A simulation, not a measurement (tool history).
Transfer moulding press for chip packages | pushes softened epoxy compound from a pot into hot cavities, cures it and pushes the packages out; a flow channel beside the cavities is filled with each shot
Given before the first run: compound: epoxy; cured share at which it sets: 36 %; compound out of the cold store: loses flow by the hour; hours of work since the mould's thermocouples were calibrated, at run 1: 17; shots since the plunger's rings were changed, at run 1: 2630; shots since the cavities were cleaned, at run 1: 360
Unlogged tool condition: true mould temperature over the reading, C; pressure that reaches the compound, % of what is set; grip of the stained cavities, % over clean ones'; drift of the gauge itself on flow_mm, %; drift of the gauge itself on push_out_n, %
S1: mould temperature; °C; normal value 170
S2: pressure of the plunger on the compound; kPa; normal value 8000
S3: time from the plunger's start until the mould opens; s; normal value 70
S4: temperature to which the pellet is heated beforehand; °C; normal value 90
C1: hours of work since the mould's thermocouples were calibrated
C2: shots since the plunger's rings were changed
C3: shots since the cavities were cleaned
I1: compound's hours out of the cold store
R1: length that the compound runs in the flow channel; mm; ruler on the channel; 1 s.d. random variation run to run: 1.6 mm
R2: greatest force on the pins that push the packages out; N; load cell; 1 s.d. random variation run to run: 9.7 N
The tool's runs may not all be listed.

{"run": 1, "day": 0.0, "S1": 170, "S2": 8000, "S3": 70, "S4": 90, "C1": 17, "C2": 2630, "C3": 360, "I1": 24.4, "R1": 608, "R2": 671}
{"run": 2, "day": 0.712, "S1": 170, "S2": 8000, "S3": 70, "S4": 90, "C1": 24, "C2": 2778, "C3": 508, "I1": 38.3, "R1": 588, "R2": 694}
{"run": 3, "day": 1.025, "S1": 170, "S2": 8000, "S3": 70, "S4": 90, "C1": 27, "C2": 2843, "C3": 573, "I1": 15.7, "R1": 618, "R2": 768}
{"run": 4, "day": 1.346, "S1": 170, "S2": 8000, "S3": 70, "S4": 90, "C1": 30, "C2": 2909, "C3": 639, "I1": 15.8, "R1": 619, "R2": 802}
{"run": 5, "day": 1.988, "S1": 164, "S2": 8000, "S3": 70, "S4": 90, "C1": 36, "C2": 3042, "C3": 772, "I1": 15.8, "R1": 630, "R2": 1271}
{"day": 2.196, "done": "plunger's sealing rings changed"}
{"run": 6, "day": 2.738, "S1": 170, "S2": 8000, "S3": 70, "S4": 90, "C1": 42, "C2": 112, "C3": 905, "I1": 46.9, "R1": 594, "R2": 818}
{"day": 3.25, "done": "cavities cleaned with cleaning compound and waxed"}
{"run": 7, "day": 3.492, "S1": 170, "S2": 8000, "S3": 70, "S4": 90, "C1": 49, "C2": 256, "C3": 51, "I1": 35.7, "R1": 605, "R2": 1077}
{"run": 8, "day": 4.0, "S1": 170, "S2": 8000, "S3": 70, "S4": 90, "C1": 54, "C2": 360, "C3": 155, "I1": 41.1, "R1": 599, "R2": 1035}
{"run": 9, "day": 4.467, "S1": 170, "S2": 8000, "S3": 70, "S4": 90, "C1": 58, "C2": 457, "C3": 252, "I1": 22.3, "R1": 620, "R2": 1101}
{"run": 10, "day": 4.996, "S1": 173, "S2": 8000, "S3": 70, "S4": 90, "C1": 63, "C2": 566, "C3": 361, "I1": 14.8, "R1": 626, "R2": 906}
{"run": 11, "day": 5.525, "S1": 170, "S2": 8000, "S3": 70, "S4": 90, "C1": 68, "C2": 675, "C3": 470, "I1": 29.2, "R1": 610, "R2": 1034}
{"run": 12, "day": 6.162, "S1": 170, "S2": 8000, "S3": 70, "S4": 90, "C1": 74, "C2": 807, "C3": 602, "I1": 34.0, "R1": 604, "R2": 1056}
{"day": 6.267, "done": "cavities cleaned with cleaning compound and waxed, once more"}
{"run": 13, "day": 6.9, "S1": 170, "S2": 8000, "S3": 70, "S4": 90, "C1": 81, "C2": 948, "C3": 132, "I1": 37.7, "R1": 599, "R2": 532}
{"run": 14, "day": 7.312, "S1": 170, "S2": 8000, "S3": 70, "S4": 90, "C1": 85, "C2": 1032, "C3": 216, "I1": 28.3, "R1": 607, "R2": 602}
{"run": 15, "day": 7.738, "S1": 170, "S2": 8000, "S3": 70, "S4": 90, "C1": 89, "C2": 1120, "C3": 304, "I1": 37.7, "R1": 599, "R2": 618}
{"run": 16, "day": 8.112, "S1": 170, "S2": 8000, "S3": 70, "S4": 90, "C1": 92, "C2": 1198, "C3": 382, "I1": 41.8, "R1": 596, "R2": 656}
{"run": 17, "day": 8.504, "S1": 170, "S2": 8000, "S3": 70, "S4": 90, "C1": 96, "C2": 1279, "C3": 463, "I1": 40.9, "R1": 598, "R2": 680}
{"run": 18, "day": 9.017, "S1": 170, "S2": 6530, "S3": 66, "S4": 90, "C1": 101, "C2": 1385, "C3": 569, "I1": 12.8, "R1": 568, "R2": 884}
{"run": 19, "day": 9.721, "S1": 170, "S2": 6530, "S3": 66, "S4": 90, "C1": 108, "C2": 1531, "C3": 715, "I1": 37.4, "R1": 540, "R2": 923}
{"run": 20, "day": 10.017, "S1": 164, "S2": 7440, "S3": 101, "S4": 97, "C1": 111, "C2": 1592, "C3": 776, "I1": 16.0, "R1": 616, "R2": 639}
{"run": 21, "day": 10.317, "S1": 164, "S2": 7440, "S3": 101, "S4": 97, "C1": 114, "C2": 1654, "C3": 838, "I1": 23.7, "R1": 607, "R2": 646}
{"run": 22, "day": 10.971, "S1": 170, "S2": 8000, "S3": 70, "S4": 94, "C1": 120, "C2": 1789, "C3": 973, "I1": 21.4, "R1": 616, "R2": 856}
{"day": 11.158, "done": "cavities cleaned with cleaning compound and waxed"}
{"run": 23, "day": 11.371, "S1": 173, "S2": 7570, "S3": 82, "S4": 87, "C1": 123, "C2": 1859, "C3": 44, "I1": 34.4, "R1": 578, "R2": 365}
{"run": 24, "day": 11.971, "S1": 162, "S2": 6940, "S3": 106, "S4": 88, "C1": 129, "C2": 1983, "C3": 168, "I1": 29.4, "R1": 581, "R2": 442}
{"run": 25, "day": 12.488, "S1": 170, "S2": 7050, "S3": 67, "S4": 93, "C1": 134, "C2": 2090, "C3": 275, "I1": 23.1, "R1": 574, "R2": 667}
{"run": 26, "day": 13.142, "S1": 170, "S2": 7050, "S3": 67, "S4": 93, "C1": 140, "C2": 2225, "C3": 410, "I1": 12.0, "R1": 589, "R2": 764}
{"run": 27, "day": 13.688, "S1": 170, "S2": 7050, "S3": 67, "S4": 93, "C1": 145, "C2": 2338, "C3": 523, "I1": 32.6, "R1": 565, "R2": 761}
{"run": 28, "day": 14.279, "S1": 170, "S2": 7050, "S3": 67, "S4": 93, "C1": 151, "C2": 2461, "C3": 646, "I1": 18.7, "R1": 579, "R2": 867}

Predict each of these 5 candidate next runs independently; none follows another, all start after run 28:
{"run": "A", "day": 14.862, "S1": 170, "S2": 6030, "S3": 70, "S4": 91, "C1": 157, "C2": 2581, "C3": 766, "I1": 16.3, "R1": "?", "R2": "?"}
{"run": "B", "day": 14.862, "S1": 170, "S2": 8390, "S3": 56, "S4": 90, "C1": 157, "C2": 2581, "C3": 766, "I1": 10.3, "R1": "?", "R2": "?"}
{"run": "C", "day": 14.862, "S1": 171, "S2": 8000, "S3": 91, "S4": 82, "C1": 157, "C2": 2581, "C3": 766, "I1": 14.8, "R1": "?", "R2": "?"}
{"run": "D", "day": 14.862, "S1": 170, "S2": 7050, "S3": 58, "S4": 92, "C1": 157, "C2": 2581, "C3": 766, "I1": 43.1, "R1": "?", "R2": "?"}
{"run": "E", "day": 14.862, "S1": 174, "S2": 6060, "S3": 55, "S4": 93, "C1": 157, "C2": 2581, "C3": 766, "I1": 28.5, "R1": "?", "R2": "?"}

run=A R1=540 R2=808
run=B R1=643 R2=1452
run=C R1=619 R2=579
run=D R1=550 R2=1203
run=E R1=519 R2=1057
What these runs would have given with no unlogged condition in the tool:
run=A R1=549 R2=444
run=B R1=653 R2=796
run=C R1=630 R2=321
run=D R1=559 R2=660
run=E R1=528 R2=580
